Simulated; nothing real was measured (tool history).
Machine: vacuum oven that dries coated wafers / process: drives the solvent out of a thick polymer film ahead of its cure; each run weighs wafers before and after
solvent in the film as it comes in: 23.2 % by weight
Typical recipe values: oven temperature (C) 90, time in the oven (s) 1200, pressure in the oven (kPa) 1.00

| run | hour | oven temperature (C) | time in the oven (s) | pressure in the oven (kPa) | solvent left in the film (%) |
|---|---|---|---|---|---|
| 1 | 0.0 | 90 | 1200 | 1.00 | 2.31 |
| 2 | 19.6 | 90 | 1200 | 1.00 | 2.28 |
| 3 | 30.5 | 90 | 1200 | 1.00 | 2.31 |
| 4 | 48.1 | 90 | 1200 | 1.00 | 2.26 |
| 5 | 66.3 | 90 | 1200 | 1.00 | 2.35 |
| 6 | 79.3 | 75 | 1200 | 1.00 | 7.44 |
| 7 | 94.4 | 90 | 1140 | 1.00 | 2.60 |
| 8 | 115.4 | 77 | 1200 | 1.00 | 6.64 |
| 9 | 132.2 | 77 | 1200 | 1.00 | 6.43 |
| 10 | 146.5 | 90 | 1200 | 1.00 | 2.34 |
| 11 | 162.6 | 90 | 1200 | 1.00 | 2.36 |
| 12 | 174.7 | 90 | 1200 | 1.00 | 2.34 |
| 13 | 196.0 | 94 | 1980 | 2.95 | 1.08 |
| 14 | 212.3 | 90 | 1380 | 2.18 | 2.11 |
| 15 | 234.2 | 90 | 1380 | 2.18 | 2.25 |
| 16 | 247.9 | 90 | 1380 | 2.18 | 2.21 |
| 17 | 269.7 | 90 | 1740 | 1.40 | 1.20 |
| 18 | 292.6 | 86 | 1680 | 0.72 | 1.76 |
| 19 | 303.7 | 96 | 1440 | 1.65 | 0.95 |
| 20 | 317.8 | 96 | 1440 | 1.65 | 0.99 |
| 21 | 335.5 | 82 | 1680 | 1.65 | 3.18 |
| 22 | 347.8 | 82 | 1680 | 0.55 | 2.75 |
| 23 | 361.2 | 102 | 660 | 1.52 | 2.42 |

Forecast run 24:
| 24 | 383.2 | 102 | 660 | 1.52 | ? |

Run 24 gave solvent left in the film (%) 2.40.
Take away the tool's hidden state, keep the run-to-run variation as it was, and the same run would have given solvent left in the film (%) 2.18.
